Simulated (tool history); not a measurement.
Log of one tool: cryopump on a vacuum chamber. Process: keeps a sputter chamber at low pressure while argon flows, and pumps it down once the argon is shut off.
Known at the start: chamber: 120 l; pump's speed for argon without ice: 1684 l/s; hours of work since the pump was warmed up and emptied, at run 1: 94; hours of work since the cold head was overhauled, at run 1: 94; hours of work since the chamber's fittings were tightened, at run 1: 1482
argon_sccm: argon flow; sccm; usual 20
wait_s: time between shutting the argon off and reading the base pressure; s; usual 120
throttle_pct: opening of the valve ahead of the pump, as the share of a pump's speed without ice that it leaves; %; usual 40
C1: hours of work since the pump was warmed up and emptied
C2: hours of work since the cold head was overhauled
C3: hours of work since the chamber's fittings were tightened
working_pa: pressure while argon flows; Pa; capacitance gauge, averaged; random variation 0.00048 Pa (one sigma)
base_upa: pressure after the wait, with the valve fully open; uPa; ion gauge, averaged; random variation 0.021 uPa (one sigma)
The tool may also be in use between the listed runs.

{"run": 1, "day": 0.0, "argon_sccm": 20, "wait_s": 120, "throttle_pct": 40, "C1": 94, "C2": 94, "C3": 1482, "working_pa": 0.0509, "base_upa": 1.29}
{"run": 2, "day": 0.812, "argon_sccm": 20, "wait_s": 120, "throttle_pct": 40, "C1": 111, "C2": 111, "C3": 1499, "working_pa": 0.0513, "base_upa": 1.41}
{"run": 3, "day": 1.388, "argon_sccm": 20, "wait_s": 120, "throttle_pct": 40, "C1": 123, "C2": 123, "C3": 1511, "working_pa": 0.05, "base_upa": 1.35}
{"run": 4, "day": 2.267, "argon_sccm": 20, "wait_s": 120, "throttle_pct": 40, "C1": 142, "C2": 142, "C3": 1529, "working_pa": 0.0521, "base_upa": 1.37}
{"run": 5, "day": 2.783, "argon_sccm": 20, "wait_s": 120, "throttle_pct": 30, "C1": 153, "C2": 153, "C3": 1540, "working_pa": 0.0689, "base_upa": 1.42}
{"run": 6, "day": 3.546, "argon_sccm": 20, "wait_s": 120, "throttle_pct": 30, "C1": 169, "C2": 169, "C3": 1556, "working_pa": 0.0681, "base_upa": 1.43}
{"run": 7, "day": 4.129, "argon_sccm": 20, "wait_s": 120, "throttle_pct": 30, "C1": 181, "C2": 181, "C3": 1568, "working_pa": 0.068, "base_upa": 1.37}
{"run": 8, "day": 5.296, "argon_sccm": 20, "wait_s": 120, "throttle_pct": 30, "C1": 205, "C2": 205, "C3": 1593, "working_pa": 0.0675, "base_upa": 1.42}
{"run": 9, "day": 5.825, "argon_sccm": 20, "wait_s": 120, "throttle_pct": 30, "C1": 216, "C2": 216, "C3": 1604, "working_pa": 0.0677, "base_upa": 1.48}
{"run": 10, "day": 6.346, "argon_sccm": 20, "wait_s": 120, "throttle_pct": 40, "C1": 227, "C2": 227, "C3": 1615, "working_pa": 0.0517, "base_upa": 1.45}
{"run": 11, "day": 6.846, "argon_sccm": 20, "wait_s": 120, "throttle_pct": 40, "C1": 238, "C2": 238, "C3": 1625, "working_pa": 0.0519, "base_upa": 1.48}
{"run": 12, "day": 7.621, "argon_sccm": 23, "wait_s": 30, "throttle_pct": 33, "C1": 254, "C2": 254, "C3": 1641, "working_pa": 0.0722, "base_upa": 2.29}
{"run": 13, "day": 8.529, "argon_sccm": 8, "wait_s": 57, "throttle_pct": 40, "C1": 273, "C2": 273, "C3": 1660, "working_pa": 0.0209, "base_upa": 1.82}
{"run": 14, "day": 9.192, "argon_sccm": 37, "wait_s": 71, "throttle_pct": 17, "C1": 287, "C2": 287, "C3": 1674, "working_pa": 0.2211, "base_upa": 1.66}
{"run": 15, "day": 9.883, "argon_sccm": 20, "wait_s": 120, "throttle_pct": 20, "C1": 301, "C2": 301, "C3": 1689, "working_pa": 0.1021, "base_upa": 1.53}
{"run": 16, "day": 11.079, "argon_sccm": 34, "wait_s": 120, "throttle_pct": 21, "C1": 326, "C2": 326, "C3": 1714, "working_pa": 0.1676, "base_upa": 1.61}
{"run": 17, "day": 12.042, "argon_sccm": 34, "wait_s": 120, "throttle_pct": 21, "C1": 347, "C2": 347, "C3": 1734, "working_pa": 0.1653, "base_upa": 1.55}
{"run": 18, "day": 12.979, "argon_sccm": 8, "wait_s": 120, "throttle_pct": 34, "C1": 366, "C2": 366, "C3": 1754, "working_pa": 0.0246, "base_upa": 1.62}
{"run": 19, "day": 13.496, "argon_sccm": 20, "wait_s": 26, "throttle_pct": 32, "C1": 377, "C2": 377, "C3": 1765, "working_pa": 0.0649, "base_upa": 2.58}
{"run": 20, "day": 14.592, "argon_sccm": 20, "wait_s": 26, "throttle_pct": 32, "C1": 400, "C2": 400, "C3": 1788, "working_pa": 0.0659, "base_upa": 2.57}

Forecast each of these 4 alternatives for the next run:
{"run": "A", "day": 15.371, "argon_sccm": 36, "wait_s": 26, "throttle_pct": 35, "C1": 416, "C2": 416, "C3": 1804, "working_pa": "?", "base_upa": "?"}
{"run": "B", "day": 15.371, "argon_sccm": 36, "wait_s": 152, "throttle_pct": 32, "C1": 416, "C2": 416, "C3": 1804, "working_pa": "?", "base_upa": "?"}
{"run": "C", "day": 15.371, "argon_sccm": 18, "wait_s": 246, "throttle_pct": 34, "C1": 416, "C2": 416, "C3": 1804, "working_pa": "?", "base_upa": "?"}
{"run": "D", "day": 15.371, "argon_sccm": 20, "wait_s": 24, "throttle_pct": 40, "C1": 416, "C2": 416, "C3": 1804, "working_pa": "?", "base_upa": "?"}

run=A working_pa=0.1090 base_upa=2.59
run=B working_pa=0.1185 base_upa=1.59
run=C working_pa=0.0554 base_upa=1.50
run=D working_pa=0.0529 base_upa=2.79
Without the tool's hidden state the same runs would have given:
run=A working_pa=0.1040 base_upa=1.40
run=B working_pa=0.1135 base_upa=0.38
run=C working_pa=0.0529 base_upa=0.29
run=D working_pa=0.0501 base_upa=1.56
